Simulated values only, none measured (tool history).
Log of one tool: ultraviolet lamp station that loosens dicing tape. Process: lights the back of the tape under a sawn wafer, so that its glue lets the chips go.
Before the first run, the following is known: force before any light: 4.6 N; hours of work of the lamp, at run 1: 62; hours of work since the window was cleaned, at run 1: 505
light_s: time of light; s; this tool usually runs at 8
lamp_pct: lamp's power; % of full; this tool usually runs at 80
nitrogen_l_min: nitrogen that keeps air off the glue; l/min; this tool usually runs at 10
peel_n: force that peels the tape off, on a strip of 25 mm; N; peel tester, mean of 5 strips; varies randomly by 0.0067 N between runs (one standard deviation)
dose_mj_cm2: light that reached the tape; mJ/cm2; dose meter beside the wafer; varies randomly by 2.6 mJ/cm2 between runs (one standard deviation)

run,hour,light_s,lamp_pct,nitrogen_l_min,hours of work of the lamp,hours of work since the window was cleaned,peel_n,dose_mj_cm2
1,0.0,8,80,10,62,505,0.276,285
2,8.5,16,80,10,65,508,0.173,565
3,20.4,16,80,10,70,513,0.166,568
4,30.4,16,76,10,74,517,0.163,538
5,35.9,16,76,10,77,520,0.164,531
6,45.8,16,85,10,81,524,0.185,601
7,57.5,16,85,10,85,528,0.160,599
8,62.4,8,80,10,87,530,0.279,279
9,70.6,8,80,10,91,534,0.301,277
10,75.6,5,80,10,93,536,0.575,176
11,86.7,5,80,10,97,540,0.597,171
12,95.8,8,77,10,101,544,0.289,267
# hour 97.2: window cleaned of glue's vapour
13,104.6,8,77,10,104,3,0.334,245
14,114.1,8,80,4,108,7,0.535,256
15,124.6,8,64,10,112,11,0.469,203
16,134.8,8,64,4,117,15,0.751,206
17,143.8,11,76,8,120,19,0.243,329
18,148.7,11,68,8,122,21,0.273,300
# hour 159.1: window cleaned of glue's vapour, once more
19,161.2,6,63,18,127,1,0.415,184
20,167.0,6,71,19,130,3,0.344,212
21,177.7,6,71,19,134,8,0.343,206
22,183.1,9,79,3,136,10,0.348,350
23,188.8,14,80,4,138,12,0.182,552
24,198.3,9,97,6,142,16,0.189,424
25,204.0,15,62,8,145,18,0.174,451
26,214.3,8,80,11,149,22,0.220,315

Measured less the same run without the tool's hidden state. The same run-to-run variation is in both; the gauge's scatter may not be:
The hidden state here: lamp's light, % of a new lamp's; light that the window lets through, % of a clean one's; drift of the gauge itself on peel_n, %; drift of the gauge itself on dose_mj_cm2, %.
run,peel_n,dose_mj_cm2
1,+0.048,-46
2,+0.002,-92
3,+0.002,-93
4,+0.003,-90
5,+0.002,-90
6,+0.001,-102
7,+0.001,-103
8,+0.051,-48
9,+0.054,-49
10,+0.142,-31
11,+0.147,-31
12,+0.059,-49
13,+0.103,-70
14,+0.185,-74
15,+0.165,-59
16,+0.258,-60
17,+0.051,-98
18,+0.071,-89
19,+0.029,-8
20,+0.023,-9
21,+0.024,-9
22,+0.025,-16
23,+0.004,-26
24,+0.007,-21
25,+0.004,-23
26,+0.012,-16
